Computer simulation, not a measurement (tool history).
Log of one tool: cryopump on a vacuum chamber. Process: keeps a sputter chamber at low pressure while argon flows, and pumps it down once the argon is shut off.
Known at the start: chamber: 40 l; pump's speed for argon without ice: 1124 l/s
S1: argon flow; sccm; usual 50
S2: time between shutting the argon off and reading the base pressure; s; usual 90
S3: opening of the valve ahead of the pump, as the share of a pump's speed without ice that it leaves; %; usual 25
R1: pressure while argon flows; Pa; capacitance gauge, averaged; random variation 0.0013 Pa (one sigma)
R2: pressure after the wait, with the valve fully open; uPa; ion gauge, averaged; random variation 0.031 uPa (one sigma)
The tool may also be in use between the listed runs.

{"run": 1, "day": 0.0, "S1": 50, "S2": 90, "S3": 25, "R1": 0.3189, "R2": 2.17}
{"run": 2, "day": 0.854, "S1": 50, "S2": 90, "S3": 25, "R1": 0.3187, "R2": 2.12}
{"run": 3, "day": 1.658, "S1": 50, "S2": 90, "S3": 25, "R1": 0.3209, "R2": 2.21}
{"run": 4, "day": 2.142, "S1": 50, "S2": 73, "S3": 25, "R1": 0.324, "R2": 2.51}
{"run": 5, "day": 3.2, "S1": 50, "S2": 73, "S3": 25, "R1": 0.3026, "R2": 2.32}
{"run": 6, "day": 4.004, "S1": 50, "S2": 90, "S3": 57, "R1": 0.133, "R2": 2.05}
{"run": 7, "day": 4.788, "S1": 50, "S2": 112, "S3": 57, "R1": 0.1346, "R2": 1.79}
{"run": 8, "day": 5.504, "S1": 63, "S2": 25, "S3": 26, "R1": 0.3675, "R2": 5.74}
{"run": 9, "day": 6.362, "S1": 63, "S2": 80, "S3": 21, "R1": 0.4571, "R2": 2.22}
{"run": 10, "day": 6.933, "S1": 63, "S2": 80, "S3": 21, "R1": 0.4547, "R2": 2.27}
{"run": 11, "day": 7.796, "S1": 37, "S2": 98, "S3": 57, "R1": 0.0999, "R2": 1.99}
{"run": 12, "day": 8.5, "S1": 34, "S2": 77, "S3": 34, "R1": 0.1548, "R2": 2.35}
{"run": 13, "day": 9.208, "S1": 29, "S2": 90, "S3": 38, "R1": 0.1175, "R2": 2.12}
{"run": 14, "day": 9.971, "S1": 29, "S2": 90, "S3": 38, "R1": 0.1178, "R2": 2.09}

Taken out of this log: 1 entry between the listed runs. Where each belongs, and how the hidden state differs across it:
Between runs 4 and 5: pump warmed up, emptied and cooled again (day 2.483)
  pump's speed, % of a pump's without ice: 78.7 -> 99; cold plate's temperature, K: 12.3 -> 12.31; leak into the chamber, uPa l/s: 744 -> 755
  measured less the result without the state, R1: +0.0211 -> +0.0012 Pa; R2: +0.58 -> +0.41 uPa

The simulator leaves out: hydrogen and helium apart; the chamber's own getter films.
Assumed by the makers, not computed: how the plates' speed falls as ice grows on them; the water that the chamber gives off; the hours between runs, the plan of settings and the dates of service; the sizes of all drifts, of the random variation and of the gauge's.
